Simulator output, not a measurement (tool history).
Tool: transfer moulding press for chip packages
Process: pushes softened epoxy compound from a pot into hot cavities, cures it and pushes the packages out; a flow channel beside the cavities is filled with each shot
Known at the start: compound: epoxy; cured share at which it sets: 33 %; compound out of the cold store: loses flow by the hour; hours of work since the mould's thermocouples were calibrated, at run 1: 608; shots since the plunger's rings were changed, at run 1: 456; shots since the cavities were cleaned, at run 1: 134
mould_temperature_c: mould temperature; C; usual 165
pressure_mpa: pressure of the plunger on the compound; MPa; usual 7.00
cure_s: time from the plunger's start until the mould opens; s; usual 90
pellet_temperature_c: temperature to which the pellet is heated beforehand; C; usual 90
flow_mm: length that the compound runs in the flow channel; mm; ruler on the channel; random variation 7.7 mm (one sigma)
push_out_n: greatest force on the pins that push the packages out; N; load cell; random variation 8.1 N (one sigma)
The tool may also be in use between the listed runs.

| run | hour | mould_temperature_c | pressure_mpa | cure_s | pellet_temperature_c | hours of work since the mould's thermocouples were calibrated | shots since the plunger's rings were changed | shots since the cavities were cleaned | incoming compound's hours out of the cold store | flow_mm | push_out_n |
|---|---|---|---|---|---|---|---|---|---|---|---|
| 1 | 0.0 | 165 | 7.00 | 90 | 90 | 608 | 456 | 134 | 11.7 | 896 | 355 |
|  | 24.3 | cavities cleaned with cleaning compound and waxed |
| 2 | 36.8 | 165 | 7.00 | 90 | 90 | 633 | 949 | 174 | 17.9 | 860 | 346 |
|  | 60.7 | cavities cleaned with cleaning compound and waxed |
|  | 96.1 | cavities cleaned with cleaning compound and waxed |
| 3 | 109.7 | 165 | 7.00 | 90 | 90 | 684 | 1925 | 190 | 46.2 | 712 | 345 |
|  | 130.0 | cavities cleaned with cleaning compound and waxed |
|  | 163.7 | cavities cleaned with cleaning compound and waxed |
| 4 | 189.3 | 165 | 7.00 | 90 | 90 | 739 | 2995 | 357 | 20.6 | 847 | 369 |
|  | 196.8 | cavities cleaned with cleaning compound and waxed |
|  | 231.4 | cavities cleaned with cleaning compound and waxed |
| 5 | 248.6 | 165 | 7.00 | 90 | 90 | 780 | 3783 | 242 | 34.3 | 771 | 344 |
|  | 267.4 | cavities cleaned with cleaning compound and waxed |
| 6 | 288.9 | 165 | 7.00 | 90 | 90 | 808 | 4325 | 301 | 18.6 | 850 | 354 |
|  | 302.0 | cavities cleaned with cleaning compound and waxed |
|  | 326.3 | plunger's sealing rings changed |
|  | 336.7 | cavities cleaned with cleaning compound and waxed |
|  | 369.2 | cavities cleaned with cleaning compound and waxed |
| 7 | 371.1 | 165 | 7.00 | 90 | 90 | 863 | 583 | 27 | 12.1 | 894 | 345 |
|  | 405.0 | cavities cleaned with cleaning compound and waxed |
|  | 431.5 | mould's thermocouples calibrated |
|  | 441.6 | cavities cleaned with cleaning compound and waxed |
| 8 | 444.2 | 165 | 7.00 | 90 | 90 | 8 | 1534 | 35 | 37.8 | 755 | 363 |
|  | 476.0 | cavities cleaned with cleaning compound and waxed |
|  | 510.7 | cavities cleaned with cleaning compound and waxed |
| 9 | 518.0 | 165 | 7.00 | 90 | 90 | 59 | 2524 | 102 | 40.1 | 752 | 343 |
|  | 543.6 | cavities cleaned with cleaning compound and waxed |
|  | 578.4 | cavities cleaned with cleaning compound and waxed |
| 10 | 578.4 | 159 | 7.00 | 90 | 90 | 101 | 3325 | 0 | 44.4 | 744 | 448 |
|  | 615.4 | cavities cleaned with cleaning compound and waxed |
| 11 | 615.4 | 159 | 7.00 | 90 | 90 | 127 | 3821 | 0 | 33.6 | 819 | 458 |
|  | 647.9 | cavities cleaned with cleaning compound and waxed |
|  | 680.1 | cavities cleaned with cleaning compound and waxed |
|  | 687.4 | plunger's sealing rings changed |
| 12 | 693.1 | 159 | 7.00 | 90 | 90 | 179 | 79 | 147 | 11.1 | 925 | 519 |
|  | 716.1 | cavities cleaned with cleaning compound and waxed |
| 13 | 745.5 | 159 | 7.00 | 90 | 90 | 216 | 790 | 410 | 21.8 | 865 | 488 |
|  | 753.1 | cavities cleaned with cleaning compound and waxed |
|  | 787.2 | cavities cleaned with cleaning compound and waxed |
| 14 | 800.2 | 159 | 7.00 | 73 | 82 | 253 | 1513 | 181 | 26.5 | 839 | 745 |
|  | 825.5 | cavities cleaned with cleaning compound and waxed |
|  | 859.1 | cavities cleaned with cleaning compound and waxed |
| 15 | 863.2 | 161 | 5.75 | 111 | 86 | 297 | 2351 | 58 | 31.8 | 727 | 338 |
|  | 894.3 | cavities cleaned with cleaning compound and waxed |
| 16 | 898.6 | 161 | 5.75 | 111 | 86 | 321 | 2825 | 61 | 33.5 | 728 | 338 |
|  | 929.2 | cavities cleaned with cleaning compound and waxed |
|  | 966.4 | cavities cleaned with cleaning compound and waxed |
| 17 | 970.0 | 165 | 6.06 | 121 | 85 | 371 | 3780 | 50 | 36.3 | 701 | 309 |
|  | 1000.8 | cavities cleaned with cleaning compound and waxed |
|  | 1033.7 | cavities cleaned with cleaning compound and waxed |
|  | 1043.3 | plunger's sealing rings changed |
| 18 | 1046.5 | 172 | 5.45 | 121 | 85 | 422 | 45 | 144 | 32.3 | 672 | 319 |
|  | 1068.8 | cavities cleaned with cleaning compound and waxed |
|  | 1104.5 | cavities cleaned with cleaning compound and waxed |
| 19 | 1123.9 | 172 | 5.45 | 121 | 85 | 476 | 1084 | 270 | 15.1 | 744 | 309 |
|  | 1137.0 | cavities cleaned with cleaning compound and waxed |
|  | 1169.2 | cavities cleaned with cleaning compound and waxed |
| 20 | 1177.9 | 172 | 7.00 | 90 | 99 | 513 | 1797 | 122 | 14.9 | 852 | 316 |
|  | 1204.8 | cavities cleaned with cleaning compound and waxed |
| 21 | 1233.1 | 172 | 7.00 | 90 | 99 | 552 | 2547 | 395 | 29.3 | 766 | 318 |
|  | 1239.0 | cavities cleaned with cleaning compound and waxed |
|  | 1277.0 | cavities cleaned with cleaning compound and waxed |
| 22 | 1302.4 | 172 | 7.00 | 90 | 99 | 600 | 3473 | 355 | 11.7 | 864 | 319 |
|  | 1309.4 | cavities cleaned with cleaning compound and waxed |
|  | 1344.4 | cavities cleaned with cleaning compound and waxed |
| 23 | 1363.6 | 169 | 7.00 | 105 | 99 | 642 | 4286 | 267 | 10.4 | 885 | 310 |

5 ways to go on from here, each from the tool as it stands after run 23. What would each give?
|  | 1380.6 | cavities cleaned with cleaning compound and waxed |
|  | 1402.5 | plunger's sealing rings changed |
| A | 1403.3 | 169 | 7.00 | 105 | 93 | 668 | 11 | 281 | 27.0 | ? | ? |
|  | 1380.6 | cavities cleaned with cleaning compound and waxed |
|  | 1402.5 | plunger's sealing rings changed |
| B | 1403.3 | 165 | 7.00 | 86 | 90 | 668 | 11 | 281 | 43.0 | ? | ? |
|  | 1380.6 | cavities cleaned with cleaning compound and waxed |
|  | 1402.5 | plunger's sealing rings changed |
| C | 1403.3 | 168 | 7.35 | 71 | 99 | 668 | 11 | 281 | 25.7 | ? | ? |
|  | 1380.6 | cavities cleaned with cleaning compound and waxed |
|  | 1402.5 | plunger's sealing rings changed |
| D | 1403.3 | 172 | 8.57 | 90 | 99 | 668 | 11 | 281 | 38.1 | ? | ? |
|  | 1380.6 | cavities cleaned with cleaning compound and waxed |
|  | 1402.5 | plunger's sealing rings changed |
| E | 1403.3 | 169 | 7.00 | 105 | 92 | 668 | 11 | 281 | 19.3 | ? | ? |

| run | flow_mm | push_out_n |
|---|---|---|
| A | 798 | 324 |
| B | 729 | 372 |
| C | 824 | 392 |
| D | 801 | 315 |
| E | 839 | 313 |
Without the tool's hidden state the same runs would have given:
| run | flow_mm | push_out_n |
|---|---|---|
| A | 798 | 321 |
| B | 729 | 368 |
| C | 824 | 388 |
| D | 801 | 311 |
| E | 840 | 310 |
